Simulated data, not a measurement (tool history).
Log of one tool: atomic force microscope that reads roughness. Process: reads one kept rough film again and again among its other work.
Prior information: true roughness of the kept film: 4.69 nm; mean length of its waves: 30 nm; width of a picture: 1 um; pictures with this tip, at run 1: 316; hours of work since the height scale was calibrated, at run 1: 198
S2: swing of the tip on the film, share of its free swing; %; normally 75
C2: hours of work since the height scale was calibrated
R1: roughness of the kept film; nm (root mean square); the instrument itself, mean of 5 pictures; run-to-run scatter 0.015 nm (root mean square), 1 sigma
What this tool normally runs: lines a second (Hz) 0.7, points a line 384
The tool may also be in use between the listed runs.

run 1 hour=0 | lines_a_second_(Hz)=0.7 S2=75 points_a_line=384 | pictures_with_this_tip=316 C2=198 | R1=2.559
run 2 hour=23.2 | lines_a_second_(Hz)=0.7 S2=75 points_a_line=384 | pictures_with_this_tip=358 C2=214 | R1=2.492
-- hour=28.8 new tip fitted
run 3 hour=34 | lines_a_second_(Hz)=0.7 S2=75 points_a_line=384 | pictures_with_this_tip=9 C2=221 | R1=3.612
run 4 hour=44.6 | lines_a_second_(Hz)=0.7 S2=75 points_a_line=384 | pictures_with_this_tip=29 C2=228 | R1=3.558
run 5 hour=66.1 | lines_a_second_(Hz)=0.7 S2=79 points_a_line=384 | pictures_with_this_tip=68 C2=242 | R1=3.378
run 6 hour=87.8 | lines_a_second_(Hz)=0.7 S2=79 points_a_line=384 | pictures_with_this_tip=107 C2=257 | R1=3.235
run 7 hour=108.3 | lines_a_second_(Hz)=0.7 S2=79 points_a_line=384 | pictures_with_this_tip=144 C2=270 | R1=3.118
run 8 hour=128.6 | lines_a_second_(Hz)=0.7 S2=75 points_a_line=384 | pictures_with_this_tip=181 C2=284 | R1=3.005
run 9 hour=150.2 | lines_a_second_(Hz)=0.7 S2=75 points_a_line=384 | pictures_with_this_tip=220 C2=299 | R1=2.899
run 10 hour=160.6 | lines_a_second_(Hz)=0.7 S2=75 points_a_line=384 | pictures_with_this_tip=239 C2=305 | R1=2.837
run 11 hour=179.9 | lines_a_second_(Hz)=0.7 S2=67 points_a_line=384 | pictures_with_this_tip=274 C2=318 | R1=2.766
run 12 hour=204.3 | lines_a_second_(Hz)=0.7 S2=69 points_a_line=384 | pictures_with_this_tip=318 C2=335 | R1=2.671
run 13 hour=217.4 | lines_a_second_(Hz)=0.7 S2=69 points_a_line=384 | pictures_with_this_tip=342 C2=343 | R1=2.582
-- hour=231.9 new tip fitted
run 14 hour=235 | lines_a_second_(Hz)=0.7 S2=75 points_a_line=384 | pictures_with_this_tip=6 C2=355 | R1=3.619
run 15 hour=248.6 | lines_a_second_(Hz)=0.7 S2=81 points_a_line=384 | pictures_with_this_tip=30 C2=364 | R1=3.462
run 16 hour=259.4 | lines_a_second_(Hz)=0.7 S2=81 points_a_line=384 | pictures_with_this_tip=50 C2=371 | R1=3.391
run 17 hour=283.2 | lines_a_second_(Hz)=0.7 S2=81 points_a_line=590 | pictures_with_this_tip=93 C2=387 | R1=3.252
run 18 hour=306.3 | lines_a_second_(Hz)=0.7 S2=81 points_a_line=590 | pictures_with_this_tip=135 C2=403 | R1=3.117
run 19 hour=330.8 | lines_a_second_(Hz)=0.928 S2=55 points_a_line=322 | pictures_with_this_tip=179 C2=419 | R1=3.086
run 20 hour=350.3 | lines_a_second_(Hz)=2.949 S2=83 points_a_line=1016 | pictures_with_this_tip=214 C2=432 | R1=2.446
run 21 hour=360.2 | lines_a_second_(Hz)=1.867 S2=75 points_a_line=926 | pictures_with_this_tip=232 C2=439 | R1=2.685
run 22 hour=382.6 | lines_a_second_(Hz)=1.867 S2=75 points_a_line=926 | pictures_with_this_tip=273 C2=454 | R1=2.627
run 23 hour=406.8 | lines_a_second_(Hz)=1.978 S2=73 points_a_line=333 | pictures_with_this_tip=317 C2=470 | R1=2.491
run 24 hour=420.3 | lines_a_second_(Hz)=1.184 S2=79 points_a_line=473 | pictures_with_this_tip=341 C2=479 | R1=2.489
-- hour=435.8 new tip fitted
run 25 hour=444.8 | lines_a_second_(Hz)=0.588 S2=79 points_a_line=596 | pictures_with_this_tip=16 C2=495 | R1=3.607
run 26 hour=456.1 | lines_a_second_(Hz)=0.7 S2=59 points_a_line=354 | pictures_with_this_tip=37 C2=502 | R1=3.605
run 27 hour=471 | lines_a_second_(Hz)=1.912 S2=68 points_a_line=384 | pictures_with_this_tip=64 C2=512 | R1=3.303
run 28 hour=489.6 | lines_a_second_(Hz)=2.173 S2=56 points_a_line=766 | pictures_with_this_tip=98 C2=525 | R1=3.305
run 29 hour=500.7 | lines_a_second_(Hz)=2.173 S2=82 points_a_line=766 | pictures_with_this_tip=118 C2=532 | R1=2.864

Each row is a separate what-if for the run after 29, all from the same tool condition, not one after another. Results?
run A hour=513.7 | lines_a_second_(Hz)=3.775 S2=82 points_a_line=766 | pictures_with_this_tip=141 C2=541 | R1=?
run B hour=513.7 | lines_a_second_(Hz)=2.173 S2=82 points_a_line=649 | pictures_with_this_tip=141 C2=541 | R1=?
run C hour=513.7 | lines_a_second_(Hz)=2.173 S2=84 points_a_line=923 | pictures_with_this_tip=141 C2=541 | R1=?

run=A R1=2.511
run=B R1=2.807
run=C R1=2.748
Had the tool no hidden state, the same runs would have come out as:
run=A R1=2.977
run=B R1=3.327
run=C R1=3.256

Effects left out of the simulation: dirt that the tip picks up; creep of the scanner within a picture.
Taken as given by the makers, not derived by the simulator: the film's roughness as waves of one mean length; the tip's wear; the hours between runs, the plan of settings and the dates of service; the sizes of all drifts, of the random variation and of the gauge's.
